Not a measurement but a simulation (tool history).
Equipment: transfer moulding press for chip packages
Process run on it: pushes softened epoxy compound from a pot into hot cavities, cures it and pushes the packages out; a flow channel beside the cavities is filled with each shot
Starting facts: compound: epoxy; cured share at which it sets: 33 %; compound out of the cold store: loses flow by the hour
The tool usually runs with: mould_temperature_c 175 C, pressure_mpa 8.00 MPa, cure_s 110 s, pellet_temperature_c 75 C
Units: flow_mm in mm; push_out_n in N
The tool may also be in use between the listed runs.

run   hour  mould_temperature_c  pressure_mpa  cure_s  pellet_temperature_c  incoming compound's hours out of the cold store  flow_mm  push_out_n
  1    0.0                  175          8.00     110                    75                                              9.9      914         391
  2   16.4                  175          8.00     110                    75                                             22.5      866         409
  3   33.1                  175          8.00     110                    75                                             29.5      848         421
  4   42.4                  175          8.00     110                    75                                             47.5      786         439
      50.9  -- cavities cleaned with cleaning compound and waxed
  5   52.1                  175          8.00     110                    75                                             25.9      857         342
  6   63.1                  175          8.00     110                    75                                             39.4      810         355
  7   76.6                  175          8.00     110                    75                                             46.3      792         357
  8   89.8                  175          8.00     110                    75                                             18.8      864         391
  9  108.4                  175          8.00     110                    71                                             41.4      802         411
 10  121.4                  175          8.00     110                    71                                             44.5      786         435
     124.9  -- mould's thermocouples calibrated
 11  135.4                  182          8.00     114                    75                                             31.4      804         404
     141.6  -- cavities cleaned with cleaning compound and waxed
 12  146.0                  169          8.00     115                    75                                             13.0      907         420
 13  155.3                  174          6.74     121                    75                                             22.3      788         347
 14  169.3                  174          6.74     121                    75                                             18.3      794         371
 15  181.4                  175          8.00      95                    84                                             11.1      890         466
     194.8  -- mould's thermocouples calibrated, once more
 16  200.8                  172          8.00     110                    84                                             11.9      906         477
 17  214.5                  172          8.00     110                    84                                             21.4      865         485
 18  227.0                  172          8.00     110                    84                                             25.9      855         477
     231.3  -- cavities cleaned with cleaning compound and waxed
 19  244.4                  172          8.00     110                    84                                             39.8      806         393
 20  260.9                  168          8.00     110                    73                                             47.6      797         526

Below, some changes in flow_mm between adjacent runs. For each, the amount present without the hidden state too (settings, incoming material, random variation) and the amount remaining for the hidden state with gauge scatter not shared by both compared results:
Hidden state present: true mould temperature over the reading, C; pressure that reaches the compound, % of what is set; grip of the stained cavities, % over clean ones'; drift of the gauge itself on flow_mm, %; drift of the gauge itself on push_out_n, %.
Run 4 -> 5: cavities cleaned with cleaning compound and waxed. flow_mm +71 mm: hidden state -3, all else +74.
Run 11 -> 12: mould_temperature_c 182 -> 169, cure_s 114 -> 115, cavities cleaned with cleaning compound and waxed. flow_mm +103 mm: hidden state -4, all else +107.
Run 12 -> 13: mould_temperature_c 169 -> 174, pressure_mpa 8.00 -> 6.74, cure_s 115 -> 121. flow_mm -119 mm: hidden state +2, all else -121.
